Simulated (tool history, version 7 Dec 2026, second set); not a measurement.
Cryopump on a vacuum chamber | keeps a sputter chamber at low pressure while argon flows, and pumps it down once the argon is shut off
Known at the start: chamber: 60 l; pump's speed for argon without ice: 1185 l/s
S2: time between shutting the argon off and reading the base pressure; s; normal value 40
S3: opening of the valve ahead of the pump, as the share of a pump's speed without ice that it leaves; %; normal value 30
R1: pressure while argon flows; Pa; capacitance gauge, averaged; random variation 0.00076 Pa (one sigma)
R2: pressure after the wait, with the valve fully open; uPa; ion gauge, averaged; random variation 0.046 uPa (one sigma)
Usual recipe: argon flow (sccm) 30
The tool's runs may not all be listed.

run 1 hour=0.0 | argon_flow_(sccm)=30 S2=40 S3=30 | R1=0.1427 R2=2.94
run 2 hour=67.4 | argon_flow_(sccm)=30 S2=40 S3=30 | R1=0.1452 R2=3.07
run 3 hour=139.6 | argon_flow_(sccm)=30 S2=40 S3=30 | R1=0.1465 R2=2.96
run 4 hour=188.6 | argon_flow_(sccm)=30 S2=40 S3=30 | R1=0.1478 R2=3.06
run 5 hour=236.6 | argon_flow_(sccm)=30 S2=40 S3=30 | R1=0.1487 R2=3.06
run 6 hour=279.6 | argon_flow_(sccm)=30 S2=40 S3=30 | R1=0.1490 R2=3.23
run 7 hour=350.5 | argon_flow_(sccm)=30 S2=40 S3=30 | R1=0.1502 R2=3.19
run 8 hour=418.9 | argon_flow_(sccm)=30 S2=40 S3=30 | R1=0.1540 R2=3.32
run 9 hour=464.3 | argon_flow_(sccm)=30 S2=40 S3=30 | R1=0.1532 R2=3.28
run 10 hour=500.2 | argon_flow_(sccm)=30 S2=40 S3=30 | R1=0.1551 R2=3.41
run 11 hour=566.1 | argon_flow_(sccm)=30 S2=40 S3=30 | R1=0.1586 R2=3.41
run 12 hour=640.9 | argon_flow_(sccm)=30 S2=40 S3=30 | R1=0.1596 R2=3.51
run 13 hour=697.5 | argon_flow_(sccm)=30 S2=40 S3=30 | R1=0.1598 R2=3.52
run 14 hour=730.6 | argon_flow_(sccm)=30 S2=40 S3=30 | R1=0.1630 R2=3.65
run 15 hour=806.1 | argon_flow_(sccm)=30 S2=40 S3=30 | R1=0.1453 R2=3.31
run 16 hour=879.7 | argon_flow_(sccm)=30 S2=40 S3=30 | R1=0.1474 R2=3.36
run 17 hour=927.8 | argon_flow_(sccm)=30 S2=40 S3=30 | R1=0.1477 R2=3.47
run 18 hour=993.8 | argon_flow_(sccm)=30 S2=40 S3=30 | R1=0.1493 R2=3.49
run 19 hour=1069.8 | argon_flow_(sccm)=30 S2=21 S3=30 | R1=0.1511 R2=5.82
run 20 hour=1130.0 | argon_flow_(sccm)=30 S2=21 S3=30 | R1=0.1534 R2=5.87
run 21 hour=1189.0 | argon_flow_(sccm)=55 S2=33 S3=30 | R1=0.2803 R2=4.22
run 22 hour=1265.0 | argon_flow_(sccm)=15 S2=40 S3=30 | R1=0.0782 R2=3.80
run 23 hour=1305.6 | argon_flow_(sccm)=36 S2=40 S3=53 | R1=0.1148 R2=3.83
run 24 hour=1378.4 | argon_flow_(sccm)=36 S2=54 S3=40 | R1=0.1485 R2=3.28
run 25 hour=1430.6 | argon_flow_(sccm)=30 S2=40 S3=33 | R1=0.1467 R2=4.01
run 26 hour=1509.1 | argon_flow_(sccm)=15 S2=38 S3=23 | R1=0.0931 R2=3.89
run 27 hour=1579.5 | argon_flow_(sccm)=13 S2=23 S3=30 | R1=0.0629 R2=5.56
run 28 hour=1645.0 | argon_flow_(sccm)=42 S2=114 S3=16 | R1=0.3799 R2=2.07
run 29 hour=1704.3 | argon_flow_(sccm)=30 S2=40 S3=34 | R1=0.1307 R2=3.77
run 30 hour=1741.2 | argon_flow_(sccm)=54 S2=76 S3=16 | R1=0.4910 R2=2.63
run 31 hour=1776.2 | argon_flow_(sccm)=54 S2=76 S3=16 | R1=0.4907 R2=2.65
run 32 hour=1815.5 | argon_flow_(sccm)=37 S2=253 S3=30 | R1=0.1859 R2=1.79
run 33 hour=1886.7 | argon_flow_(sccm)=37 S2=253 S3=30 | R1=0.1869 R2=0.77
run 34 hour=1954.9 | argon_flow_(sccm)=37 S2=253 S3=30 | R1=0.1882 R2=0.79
run 35 hour=1987.5 | argon_flow_(sccm)=37 S2=252 S3=30 | R1=0.1899 R2=0.81

The log once held 3 entries between its listed runs, left out of this copy. Where does each go, and what is different about the tool's unlogged condition between the listed run before it and the listed run after it?
Run 14 -> run 15: pump warmed up, emptied and cooled again (hour 743.7)
  pump's speed, % of a pump's without ice: 70.2 -> 96.2; cold plate's temperature, K: 13.24 -> 13.26; leak into the chamber, uPa l/s: 865 -> 902
  the result without the hidden state subtracted from the measured one, R1: +0.0197 -> +0.0029 Pa; R2: +0.83 -> +0.56 uPa
Run 25 -> run 26: pump warmed up, emptied and cooled again (hour 1488.8)
  pump's speed, % of a pump's without ice: 71.3 -> 99; cold plate's temperature, K: 13.47 -> 13.5; leak into the chamber, uPa l/s: 1215 -> 1249
  the result without the hidden state subtracted from the measured one, R1: +0.0190 -> +0.0009 Pa; R2: +1.25 -> +0.87 uPa
Run 32 -> run 33: leaking fittings of the chamber tightened, without venting (hour 1838.0)
  pump's speed, % of a pump's without ice: 87.2 -> 84.4; cold plate's temperature, K: 13.6 -> 13.63; leak into the chamber, uPa l/s: 1402 -> 324
  the result without the hidden state subtracted from the measured one, R1: +0.0098 -> +0.0118 Pa; R2: +1.15 -> +0.08 uPa
